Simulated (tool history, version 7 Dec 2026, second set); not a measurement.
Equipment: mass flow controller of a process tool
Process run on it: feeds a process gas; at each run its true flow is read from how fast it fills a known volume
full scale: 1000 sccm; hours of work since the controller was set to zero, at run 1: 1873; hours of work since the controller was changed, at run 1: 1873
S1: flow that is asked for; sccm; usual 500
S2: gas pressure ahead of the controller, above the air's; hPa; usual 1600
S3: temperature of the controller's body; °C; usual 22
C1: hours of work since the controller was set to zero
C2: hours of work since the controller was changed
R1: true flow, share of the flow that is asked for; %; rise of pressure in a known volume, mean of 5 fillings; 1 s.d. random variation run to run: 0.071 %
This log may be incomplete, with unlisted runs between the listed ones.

{"run": 1, "hour": 0.0, "S1": 500, "S2": 1600, "S3": 22, "C1": 1873, "C2": 1873, "R1": 99.37}
{"run": 2, "hour": 94.5, "S1": 500, "S2": 1600, "S3": 22, "C1": 1904, "C2": 1904, "R1": 99.34}
{"run": 3, "hour": 179.8, "S1": 500, "S2": 1600, "S3": 22, "C1": 1933, "C2": 1933, "R1": 99.47}
{"run": 4, "hour": 310.1, "S1": 500, "S2": 1600, "S3": 24, "C1": 1976, "C2": 1976, "R1": 99.15}
{"run": 5, "hour": 444.2, "S1": 500, "S2": 1600, "S3": 24, "C1": 2021, "C2": 2021, "R1": 99.13}
{"run": 6, "hour": 513.9, "S1": 809, "S2": 1600, "S3": 22, "C1": 2044, "C2": 2044, "R1": 99.5}
{"run": 7, "hour": 585.4, "S1": 809, "S2": 1600, "S3": 22, "C1": 2068, "C2": 2068, "R1": 99.61}
{"run": 8, "hour": 715.2, "S1": 809, "S2": 1600, "S3": 22, "C1": 2111, "C2": 2111, "R1": 99.61}
{"run": 9, "hour": 817.8, "S1": 809, "S2": 1600, "S3": 22, "C1": 2146, "C2": 2146, "R1": 99.48}
{"run": 10, "hour": 901.1, "S1": 500, "S2": 2560, "S3": 22, "C1": 2173, "C2": 2173, "R1": 99.53}
{"run": 11, "hour": 1029.5, "S1": 500, "S2": 2560, "S3": 22, "C1": 2216, "C2": 2216, "R1": 99.56}
{"run": 12, "hour": 1184.0, "S1": 500, "S2": 1600, "S3": 22, "C1": 2268, "C2": 2268, "R1": 99.26}
{"run": 13, "hour": 1345.3, "S1": 500, "S2": 1600, "S3": 22, "C1": 2322, "C2": 2322, "R1": 99.18}
{"run": 14, "hour": 1456.7, "S1": 500, "S2": 1600, "S3": 22, "C1": 2359, "C2": 2359, "R1": 99.19}
{"run": 15, "hour": 1583.1, "S1": 130, "S2": 1600, "S3": 22, "C1": 2401, "C2": 2401, "R1": 99.71}
{"run": 16, "hour": 1712.5, "S1": 130, "S2": 1600, "S3": 22, "C1": 2444, "C2": 2444, "R1": 99.59}
{"run": 17, "hour": 1803.6, "S1": 500, "S2": 1600, "S3": 22, "C1": 2474, "C2": 2474, "R1": 99.12}
{"run": 18, "hour": 1915.7, "S1": 500, "S2": 1600, "S3": 36, "C1": 2512, "C2": 2512, "R1": 98.66}
{"run": 19, "hour": 2024.3, "S1": 287, "S2": 1520, "S3": 38, "C1": 2548, "C2": 2548, "R1": 98.55}
{"run": 20, "hour": 2133.6, "S1": 327, "S2": 1650, "S3": 39, "C1": 2584, "C2": 2584, "R1": 98.48}
{"run": 21, "hour": 2216.3, "S1": 473, "S2": 2760, "S3": 39, "C1": 2612, "C2": 2612, "R1": 98.88}
{"run": 22, "hour": 2312.8, "S1": 500, "S2": 1720, "S3": 22, "C1": 2644, "C2": 2644, "R1": 99.27}
{"run": 23, "hour": 2386.2, "S1": 227, "S2": 1920, "S3": 31, "C1": 2669, "C2": 2669, "R1": 99.01}
{"run": 24, "hour": 2538.9, "S1": 279, "S2": 2250, "S3": 22, "C1": 2720, "C2": 2720, "R1": 99.35}
{"run": 25, "hour": 2607.3, "S1": 279, "S2": 2250, "S3": 22, "C1": 2742, "C2": 2742, "R1": 99.31}
{"run": 26, "hour": 2762.3, "S1": 500, "S2": 1440, "S3": 36, "C1": 2794, "C2": 2794, "R1": 98.57}
{"run": 27, "hour": 2872.8, "S1": 500, "S2": 1440, "S3": 36, "C1": 2831, "C2": 2831, "R1": 98.61}
{"run": 28, "hour": 3024.8, "S1": 500, "S2": 1440, "S3": 36, "C1": 2882, "C2": 2882, "R1": 98.49}
{"run": 29, "hour": 3149.5, "S1": 500, "S2": 2760, "S3": 34, "C1": 2923, "C2": 2923, "R1": 98.82}
{"run": 30, "hour": 3245.1, "S1": 500, "S2": 2760, "S3": 34, "C1": 2955, "C2": 2955, "R1": 98.89}
{"run": 31, "hour": 3324.7, "S1": 625, "S2": 1660, "S3": 34, "C1": 2982, "C2": 2982, "R1": 98.76}
{"run": 32, "hour": 3464.8, "S1": 625, "S2": 1660, "S3": 34, "C1": 3028, "C2": 3028, "R1": 98.77}
{"run": 33, "hour": 3627.4, "S1": 140, "S2": 2100, "S3": 22, "C1": 3083, "C2": 3083, "R1": 99.86}

Each row is a separate what-if for the run after 33, all from the same tool condition, not one after another. Results?
{"run": "A", "hour": 3704.3, "S1": 255, "S2": 2100, "S3": 37, "C1": 3108, "C2": 3108, "R1": "?"}
{"run": "B", "hour": 3704.3, "S1": 151, "S2": 1600, "S3": 22, "C1": 3108, "C2": 3108, "R1": "?"}
{"run": "C", "hour": 3704.3, "S1": 242, "S2": 2440, "S3": 35, "C1": 3108, "C2": 3108, "R1": "?"}
{"run": "D", "hour": 3704.3, "S1": 140, "S2": 2340, "S3": 34, "C1": 3108, "C2": 3108, "R1": "?"}

run=A R1=98.84
run=B R1=99.55
run=C R1=99.03
run=D R1=99.49
Stripped of hidden state, with their random variation kept, the same runs would have yielded:
run=A R1=98.77
run=B R1=98.97
run=C R1=98.92
run=D R1=98.81

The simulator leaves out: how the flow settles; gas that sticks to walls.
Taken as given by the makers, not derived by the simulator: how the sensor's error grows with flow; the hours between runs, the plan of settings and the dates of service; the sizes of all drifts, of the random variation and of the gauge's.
